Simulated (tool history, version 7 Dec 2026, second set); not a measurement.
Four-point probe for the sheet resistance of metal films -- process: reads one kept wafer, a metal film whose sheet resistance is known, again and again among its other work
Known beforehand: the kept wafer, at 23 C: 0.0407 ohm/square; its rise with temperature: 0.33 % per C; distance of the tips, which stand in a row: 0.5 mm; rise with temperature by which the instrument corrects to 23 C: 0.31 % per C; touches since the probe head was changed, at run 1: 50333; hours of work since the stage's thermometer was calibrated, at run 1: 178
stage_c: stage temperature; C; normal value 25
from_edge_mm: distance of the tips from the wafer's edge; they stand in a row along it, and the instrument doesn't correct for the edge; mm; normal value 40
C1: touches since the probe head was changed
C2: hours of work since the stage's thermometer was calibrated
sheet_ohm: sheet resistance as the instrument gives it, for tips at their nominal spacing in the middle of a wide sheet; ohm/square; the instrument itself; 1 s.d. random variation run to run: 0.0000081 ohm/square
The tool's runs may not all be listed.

{"run": 1, "day": 0.0, "stage_c": 25, "from_edge_mm": 40, "C1": 50333, "C2": 178, "sheet_ohm": 0.040881}
{"run": 2, "day": 2.896, "stage_c": 25, "from_edge_mm": 40, "C1": 51407, "C2": 213, "sheet_ohm": 0.040885}
{"run": 3, "day": 5.617, "stage_c": 25, "from_edge_mm": 40, "C1": 52418, "C2": 246, "sheet_ohm": 0.040893}
{"run": 4, "day": 9.1, "stage_c": 25, "from_edge_mm": 40, "C1": 53709, "C2": 288, "sheet_ohm": 0.040913}
{"run": 5, "day": 12.0, "stage_c": 25, "from_edge_mm": 40, "C1": 54785, "C2": 323, "sheet_ohm": 0.040914}
{"run": 6, "day": 15.112, "stage_c": 25, "from_edge_mm": 40, "C1": 55941, "C2": 361, "sheet_ohm": 0.040908}
{"run": 7, "day": 17.4, "stage_c": 25, "from_edge_mm": 40, "C1": 56789, "C2": 389, "sheet_ohm": 0.040899}
{"run": 8, "day": 20.817, "stage_c": 25, "from_edge_mm": 40, "C1": 58056, "C2": 430, "sheet_ohm": 0.040897}
{"run": 9, "day": 24.067, "stage_c": 25, "from_edge_mm": 40, "C1": 59262, "C2": 470, "sheet_ohm": 0.040896}
{"run": 10, "day": 26.104, "stage_c": 25, "from_edge_mm": 40, "C1": 60019, "C2": 495, "sheet_ohm": 0.040895}
{"run": 11, "day": 29.317, "stage_c": 18, "from_edge_mm": 40, "C1": 61210, "C2": 534, "sheet_ohm": 0.040819}
{"run": 12, "day": 32.004, "stage_c": 25, "from_edge_mm": 40, "C1": 62207, "C2": 566, "sheet_ohm": 0.04092}
{"run": 13, "day": 35.254, "stage_c": 25, "from_edge_mm": 40, "C1": 63414, "C2": 606, "sheet_ohm": 0.040896}
{"run": 14, "day": 37.958, "stage_c": 21, "from_edge_mm": 40, "C1": 64416, "C2": 639, "sheet_ohm": 0.040863}
{"run": 15, "day": 40.004, "stage_c": 21, "from_edge_mm": 40, "C1": 65176, "C2": 664, "sheet_ohm": 0.040872}
{"run": 16, "day": 42.146, "stage_c": 21, "from_edge_mm": 40, "C1": 65971, "C2": 690, "sheet_ohm": 0.040869}
{"run": 17, "day": 44.167, "stage_c": 21, "from_edge_mm": 40, "C1": 66720, "C2": 714, "sheet_ohm": 0.040868}
{"run": 18, "day": 46.696, "stage_c": 21, "from_edge_mm": 40, "C1": 67659, "C2": 745, "sheet_ohm": 0.040877}
{"run": 19, "day": 49.596, "stage_c": 25, "from_edge_mm": 40, "C1": 68735, "C2": 780, "sheet_ohm": 0.040912}
{"run": 20, "day": 51.471, "stage_c": 25, "from_edge_mm": 40, "C1": 69430, "C2": 803, "sheet_ohm": 0.040899}
{"run": 21, "day": 52.958, "stage_c": 25, "from_edge_mm": 40, "C1": 69982, "C2": 821, "sheet_ohm": 0.040924}
{"run": 22, "day": 54.6, "stage_c": 19, "from_edge_mm": 18, "C1": 70591, "C2": 841, "sheet_ohm": 0.04087}
{"run": 23, "day": 57.617, "stage_c": 19, "from_edge_mm": 18, "C1": 71711, "C2": 878, "sheet_ohm": 0.04086}
{"run": 24, "day": 59.388, "stage_c": 19, "from_edge_mm": 18, "C1": 72368, "C2": 899, "sheet_ohm": 0.040881}
{"run": 25, "day": 61.388, "stage_c": 19, "from_edge_mm": 18, "C1": 73110, "C2": 923, "sheet_ohm": 0.040867}
{"run": 26, "day": 63.279, "stage_c": 27, "from_edge_mm": 57, "C1": 73811, "C2": 946, "sheet_ohm": 0.040949}
{"run": 27, "day": 65.725, "stage_c": 27, "from_edge_mm": 57, "C1": 74719, "C2": 976, "sheet_ohm": 0.040955}
{"run": 28, "day": 69.271, "stage_c": 25, "from_edge_mm": 7, "C1": 76034, "C2": 1019, "sheet_ohm": 0.041043}
{"run": 29, "day": 71.95, "stage_c": 25, "from_edge_mm": 7, "C1": 77028, "C2": 1052, "sheet_ohm": 0.041041}
{"run": 30, "day": 75.379, "stage_c": 34, "from_edge_mm": 31, "C1": 78301, "C2": 1093, "sheet_ohm": 0.041029}
{"run": 31, "day": 78.204, "stage_c": 34, "from_edge_mm": 31, "C1": 79348, "C2": 1128, "sheet_ohm": 0.041039}
{"run": 32, "day": 81.575, "stage_c": 34, "from_edge_mm": 31, "C1": 80599, "C2": 1168, "sheet_ohm": 0.041045}
{"run": 33, "day": 83.004, "stage_c": 32, "from_edge_mm": 65, "C1": 81130, "C2": 1186, "sheet_ohm": 0.041012}
{"run": 34, "day": 85.8, "stage_c": 26, "from_edge_mm": 7, "C1": 82168, "C2": 1220, "sheet_ohm": 0.041053}
{"run": 35, "day": 88.108, "stage_c": 28, "from_edge_mm": 12, "C1": 83023, "C2": 1248, "sheet_ohm": 0.041015}
{"run": 36, "day": 91.375, "stage_c": 31, "from_edge_mm": 50, "C1": 84236, "C2": 1288, "sheet_ohm": 0.041022}
{"run": 37, "day": 94.825, "stage_c": 31, "from_edge_mm": 50, "C1": 85515, "C2": 1329, "sheet_ohm": 0.041011}
{"run": 38, "day": 97.054, "stage_c": 21, "from_edge_mm": 21, "C1": 86342, "C2": 1357, "sheet_ohm": 0.040929}
{"run": 39, "day": 99.975, "stage_c": 20, "from_edge_mm": 9, "C1": 87426, "C2": 1392, "sheet_ohm": 0.04098}
{"run": 40, "day": 102.258, "stage_c": 20, "from_edge_mm": 9, "C1": 88273, "C2": 1420, "sheet_ohm": 0.040966}
{"run": 41, "day": 105.762, "stage_c": 24, "from_edge_mm": 22, "C1": 89573, "C2": 1462, "sheet_ohm": 0.040962}

Subtracting, for every run, the result it would have given without the tool's unlogged condition from the measured result gives the following. The same run-to-run variation enters both numbers; the gauge's scatter may not:
Hidden state at play: inner tips' distance over the nominal, %; tips' flats over new ones', %; wafer's true temperature over the reading, C; drift of the gauge itself on sheet_ohm, %.
run=1 sheet_ohm=+0.000163
run=2 sheet_ohm=+0.000165
run=3 sheet_ohm=+0.000167
run=4 sheet_ohm=+0.00017
run=5 sheet_ohm=+0.000172
run=6 sheet_ohm=+0.000174
run=7 sheet_ohm=+0.000175
run=8 sheet_ohm=+0.000178
run=9 sheet_ohm=+0.00018
run=10 sheet_ohm=+0.00018
run=11 sheet_ohm=+0.000182
run=12 sheet_ohm=+0.000185
run=13 sheet_ohm=+0.000186
run=14 sheet_ohm=+0.000188
run=15 sheet_ohm=+0.000189
run=16 sheet_ohm=+0.00019
run=17 sheet_ohm=+0.000191
run=18 sheet_ohm=+0.000193
run=19 sheet_ohm=+0.000195
run=20 sheet_ohm=+0.000196
run=21 sheet_ohm=+0.000197
run=22 sheet_ohm=+0.000197
run=23 sheet_ohm=+0.000199
run=24 sheet_ohm=+0.0002
run=25 sheet_ohm=+0.000202
run=26 sheet_ohm=+0.000205
run=27 sheet_ohm=+0.000206
run=28 sheet_ohm=+0.000209
run=29 sheet_ohm=+0.000211
run=30 sheet_ohm=+0.000215
run=31 sheet_ohm=+0.000217
run=32 sheet_ohm=+0.000219
run=33 sheet_ohm=+0.00022
run=34 sheet_ohm=+0.000221
run=35 sheet_ohm=+0.000222
run=36 sheet_ohm=+0.000226
run=37 sheet_ohm=+0.000228
run=38 sheet_ohm=+0.000227
run=39 sheet_ohm=+0.000229
run=40 sheet_ohm=+0.000231
run=41 sheet_ohm=+0.000234

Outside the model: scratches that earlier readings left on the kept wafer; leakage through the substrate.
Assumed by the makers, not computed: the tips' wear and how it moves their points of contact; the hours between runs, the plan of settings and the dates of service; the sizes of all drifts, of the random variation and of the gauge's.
